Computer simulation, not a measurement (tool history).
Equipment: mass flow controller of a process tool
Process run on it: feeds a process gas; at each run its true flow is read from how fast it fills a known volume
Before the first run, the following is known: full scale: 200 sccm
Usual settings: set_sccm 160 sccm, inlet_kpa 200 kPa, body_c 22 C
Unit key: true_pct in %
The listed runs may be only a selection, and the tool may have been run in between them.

run 1 hour=0.0 | set_sccm=160 inlet_kpa=200 body_c=22 | true_pct=99.70
run 2 hour=101.7 | set_sccm=162 inlet_kpa=200 body_c=22 | true_pct=99.75
run 3 hour=217.8 | set_sccm=162 inlet_kpa=200 body_c=22 | true_pct=99.71
run 4 hour=329.1 | set_sccm=162 inlet_kpa=200 body_c=22 | true_pct=99.65
run 5 hour=411.1 | set_sccm=162 inlet_kpa=200 body_c=22 | true_pct=99.60
run 6 hour=561.1 | set_sccm=162 inlet_kpa=200 body_c=22 | true_pct=99.76
run 7 hour=626.8 | set_sccm=162 inlet_kpa=200 body_c=22 | true_pct=99.64
run 8 hour=709.6 | set_sccm=162 inlet_kpa=200 body_c=22 | true_pct=99.76
run 9 hour=846.8 | set_sccm=160 inlet_kpa=200 body_c=23 | true_pct=99.76
run 10 hour=920.6 | set_sccm=36 inlet_kpa=200 body_c=22 | true_pct=99.52
run 11 hour=1066.9 | set_sccm=160 inlet_kpa=220 body_c=22 | true_pct=99.48
run 12 hour=1209.7 | set_sccm=160 inlet_kpa=220 body_c=22 | true_pct=99.42
run 13 hour=1301.4 | set_sccm=160 inlet_kpa=176 body_c=22 | true_pct=99.81
run 14 hour=1403.2 | set_sccm=160 inlet_kpa=176 body_c=22 | true_pct=99.77
run 15 hour=1484.8 | set_sccm=163 inlet_kpa=200 body_c=22 | true_pct=99.60
run 16 hour=1567.2 | set_sccm=160 inlet_kpa=200 body_c=22 | true_pct=99.57
run 17 hour=1686.2 | set_sccm=160 inlet_kpa=200 body_c=22 | true_pct=99.55
run 18 hour=1795.4 | set_sccm=160 inlet_kpa=200 body_c=22 | true_pct=99.78
run 19 hour=1885.8 | set_sccm=160 inlet_kpa=200 body_c=22 | true_pct=99.52
run 20 hour=2038.4 | set_sccm=160 inlet_kpa=242 body_c=22 | true_pct=99.39
run 21 hour=2170.6 | set_sccm=160 inlet_kpa=242 body_c=22 | true_pct=99.32
run 22 hour=2305.5 | set_sccm=160 inlet_kpa=242 body_c=22 | true_pct=99.31
run 23 hour=2447.4 | set_sccm=160 inlet_kpa=242 body_c=22 | true_pct=99.27
run 24 hour=2548.2 | set_sccm=160 inlet_kpa=242 body_c=22 | true_pct=99.42
run 25 hour=2637.8 | set_sccm=160 inlet_kpa=242 body_c=22 | true_pct=99.43
run 26 hour=2746.0 | set_sccm=160 inlet_kpa=242 body_c=22 | true_pct=99.32
run 27 hour=2811.0 | set_sccm=160 inlet_kpa=188 body_c=22 | true_pct=99.72
run 28 hour=2890.3 | set_sccm=49 inlet_kpa=226 body_c=23 | true_pct=99.56
run 29 hour=2967.8 | set_sccm=160 inlet_kpa=196 body_c=27 | true_pct=100.05
run 30 hour=3071.9 | set_sccm=160 inlet_kpa=196 body_c=27 | true_pct=100.07
run 31 hour=3138.3 | set_sccm=38 inlet_kpa=167 body_c=22 | true_pct=100.06
run 32 hour=3287.8 | set_sccm=160 inlet_kpa=245 body_c=27 | true_pct=99.72
run 33 hour=3433.6 | set_sccm=62 inlet_kpa=162 body_c=32 | true_pct=100.75
run 34 hour=3527.9 | set_sccm=40 inlet_kpa=154 body_c=26 | true_pct=100.40
run 35 hour=3618.3 | set_sccm=40 inlet_kpa=154 body_c=26 | true_pct=100.40
run 36 hour=3744.0 | set_sccm=160 inlet_kpa=231 body_c=22 | true_pct=99.30
run 37 hour=3813.3 | set_sccm=29 inlet_kpa=231 body_c=28 | true_pct=100.53
run 38 hour=3904.9 | set_sccm=29 inlet_kpa=231 body_c=28 | true_pct=100.45
run 39 hour=3998.9 | set_sccm=160 inlet_kpa=259 body_c=27 | true_pct=99.50
run 40 hour=4102.2 | set_sccm=160 inlet_kpa=259 body_c=26 | true_pct=99.44
run 41 hour=4184.0 | set_sccm=25 inlet_kpa=259 body_c=29 | true_pct=100.46
run 42 hour=4296.2 | set_sccm=48 inlet_kpa=272 body_c=39 | true_pct=100.59
run 43 hour=4425.8 | set_sccm=48 inlet_kpa=272 body_c=39 | true_pct=100.64
run 44 hour=4578.3 | set_sccm=49 inlet_kpa=146 body_c=34 | true_pct=101.13
run 45 hour=4658.7 | set_sccm=116 inlet_kpa=151 body_c=25 | true_pct=100.15
run 46 hour=4799.0 | set_sccm=76 inlet_kpa=182 body_c=20 | true_pct=99.68

4 ways to go on from here, each from the tool as it stands after run 46. What would each give?
run A hour=4874.5 | set_sccm=94 inlet_kpa=182 body_c=23 | true_pct=?
run B hour=4874.5 | set_sccm=160 inlet_kpa=200 body_c=40 | true_pct=?
run C hour=4874.5 | set_sccm=76 inlet_kpa=199 body_c=36 | true_pct=?
run D hour=4874.5 | set_sccm=160 inlet_kpa=200 body_c=24 | true_pct=?

run=A true_pct=99.72
run=B true_pct=100.94
run=C true_pct=100.61
run=D true_pct=99.75
The same runs, with their run-to-run variation unchanged, on a tool lacking any hidden condition would have given:
run=A true_pct=99.57
run=B true_pct=100.98
run=C true_pct=100.36
run=D true_pct=99.79
